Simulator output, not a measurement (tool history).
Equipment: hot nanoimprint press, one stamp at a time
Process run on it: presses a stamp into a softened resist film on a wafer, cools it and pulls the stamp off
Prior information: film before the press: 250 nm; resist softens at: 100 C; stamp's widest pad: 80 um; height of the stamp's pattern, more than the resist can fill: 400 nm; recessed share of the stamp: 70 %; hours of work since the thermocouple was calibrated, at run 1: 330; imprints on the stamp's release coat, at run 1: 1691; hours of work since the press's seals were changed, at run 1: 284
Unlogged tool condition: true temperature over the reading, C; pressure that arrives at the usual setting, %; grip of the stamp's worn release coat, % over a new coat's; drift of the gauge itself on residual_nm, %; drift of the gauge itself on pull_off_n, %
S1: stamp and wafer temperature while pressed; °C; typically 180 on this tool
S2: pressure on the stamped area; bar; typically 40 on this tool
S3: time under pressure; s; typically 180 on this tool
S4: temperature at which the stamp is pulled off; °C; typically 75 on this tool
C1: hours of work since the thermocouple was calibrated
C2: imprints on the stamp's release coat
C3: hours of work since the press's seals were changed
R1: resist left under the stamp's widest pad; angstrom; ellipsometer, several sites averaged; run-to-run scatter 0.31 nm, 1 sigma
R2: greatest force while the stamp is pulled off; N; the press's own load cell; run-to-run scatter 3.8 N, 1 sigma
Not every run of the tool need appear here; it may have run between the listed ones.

run	hour	S1	S2	S3	S4	C1	C2	C3	R1	R2
1	0	180	40	180	75	330	1691	284	1051	280
2	12.2	180	40	180	79	337	1743	292	1052	275
3	23.3	180	40	180	75	344	1791	299	1055	294
4	30.8	180	40	180	75	349	1823	303	1057	295
5	38.6	180	40	180	75	354	1856	308	1055	297
# hour 52.7: stamp cleaned and given a new release coat
6	56.1	180	40	180	75	361	15	315	1057	185
7	70.2	180	40	180	75	369	75	324	1052	185
8	78.3	180	40	180	75	374	110	329	1050	184
9	87.1	180	40	180	75	380	147	334	1050	188
10	99.2	180	40	180	75	387	199	342	1053	196
11	107.8	180	25.4	180	75	392	236	347	1305	197
12	120.5	180	25.4	301	75	400	291	355	1094	199
# hour 124.2: plate thermocouple calibrated
13	131.2	180	26.4	180	75	4	324	359	1256	202
14	137.9	180	40	180	75	8	352	363	1016	195
15	147.6	180	40	180	75	14	394	369	1021	198
16	160.2	188	40	180	78	22	448	377	770	191
# hour 165.7: plate thermocouple calibrated, once more
17	177.8	180	45.8	136	75	7	510	386	1147	221
18	187.6	180	27.1	124	66	13	552	392	1482	226
19	198	180	27.1	124	66	20	596	399	1486	248
20	211	178	40	226	82	28	652	407	1086	208
21	225.6	185	47.9	165	66	37	715	415	866	243
22	233.1	188	47.9	269	66	41	747	420	644	252
23	240.5	188	47.9	321	66	46	778	425	596	236
24	252.8	188	47.9	321	66	53	831	432	596	254
25	266.2	180	25.8	277	75	62	888	440	1170	233
26	275.8	180	25.8	277	75	68	930	446	1168	252
27	287.1	180	55.7	118	68	75	978	453	1093	257
28	293	180	25.5	180	82	78	1003	457	1357	237
29	306	180	29.4	180	82	86	1059	465	1267	224

5 ways to go on from here, each from the tool as it stands after run 29. What would each give?
A	316.1	180	40	180	64	92	1102	471	?	?
B	316.1	172	40	190	75	92	1102	471	?	?
C	316.1	180	42.8	180	82	92	1102	471	?	?
D	316.1	180	29.4	180	81	92	1102	471	?	?
E	316.1	168	47.7	165	82	92	1102	471	?	?

run	R1	R2
A	1091	276
B	1434	239
C	1060	235
D	1265	230
E	1597	234
Without the tool's hidden state the same runs would have given:
run	R1	R2
A	1079	204
B	1421	177
C	1046	174
D	1257	170
E	1580	173
